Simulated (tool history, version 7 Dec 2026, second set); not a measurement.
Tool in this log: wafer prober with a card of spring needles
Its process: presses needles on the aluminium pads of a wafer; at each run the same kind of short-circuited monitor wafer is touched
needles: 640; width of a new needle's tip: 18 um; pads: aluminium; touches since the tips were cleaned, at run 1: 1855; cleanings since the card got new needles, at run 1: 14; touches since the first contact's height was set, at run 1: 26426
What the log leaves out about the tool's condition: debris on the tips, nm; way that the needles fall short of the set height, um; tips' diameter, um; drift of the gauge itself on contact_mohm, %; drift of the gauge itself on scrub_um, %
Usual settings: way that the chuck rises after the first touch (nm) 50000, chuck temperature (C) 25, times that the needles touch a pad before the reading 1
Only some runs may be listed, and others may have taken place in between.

run    day  way that the chuck rises after the first touch (nm)  chuck temperature (C)  times that the needles touch a pad before the reading  touches since the tips were cleaned  cleanings since the card got new needles  touches since the first contact's height was set  resistance of one needle with its contact and lead (mohm)  way that a needle slides on the pad (nm)
  1      0                                                50000                     25                                                      1                                 1855                                        14                                             26426                                                        184                                     11440
  2  0.508                                                50000                     25                                                      1                                 8798                                        14                                             33369                                                        197                                     11430
     0.546  -- tips cleaned on abrasive film
  3  0.892                                                50000                     25                                                      1                                 4731                                        15                                             38552                                                        196                                     11430
     1.238  -- tips cleaned on abrasive film
  4  1.429                                                50000                     25                                                      1                                 2623                                        16                                             45847                                                        187                                     11440
  5  1.808                                                50000                     25                                                      1                                 7805                                        16                                             51029                                                        200                                     11430
     1.908  -- tips cleaned on abrasive film
  6  2.329                                                50000                     66                                                      1                                 5744                                        17                                             58086                                                        203                                     11400
     2.588  -- tips cleaned on abrasive film
  7  2.612                                                50000                     66                                                      1                                  341                                        18                                             61893                                                        179                                     11400
  8  2.983                                                49000                     66                                                      1                                 5410                                        18                                             66962                                                        205                                     11160
     3.283  -- tips cleaned on abrasive film
  9  3.288                                                49000                     66                                                      1                                   61                                        19                                             71035                                                        172                                     11160
 10  3.567                                                46000                     46                                                      3                                 3893                                        19                                             74867                                                        178                                     10480
     3.946  -- tips cleaned on abrasive film
 11    4.2                                                46000                     46                                                      3                                 3498                                        20                                             83476                                                        178                                     10460
     4.617  -- tips cleaned on abrasive film
 12  4.617                                                46000                     56                                                      3                                   17                                        21                                             89098                                                        170                                     10450
 13  5.025                                                46000                     82                                                      3                                 5598                                        21                                             94679                                                        189                                     10450
     5.296  -- tips cleaned on abrasive film
 14  5.554                                                41000                     95                                                      3                                 3518                                        22                                            101828                                                        193                                      9310

Each run again, without the hidden state but with its own random variation kept:
run  resistance of one needle with its contact and lead (mohm)  way that a needle slides on the pad (nm)
  1                                                        161                                     11470
  2                                                        160                                     11460
  3                                                        163                                     11470
  4                                                        161                                     11490
  5                                                        164                                     11480
  6                                                        170                                     11460
  7                                                        171                                     11470
  8                                                        172                                     11230
  9                                                        169                                     11230
 10                                                        166                                     10550
 11                                                        166                                     10550
 12                                                        169                                     10540
 13                                                        175                                     10540
 14                                                        180                                      9410
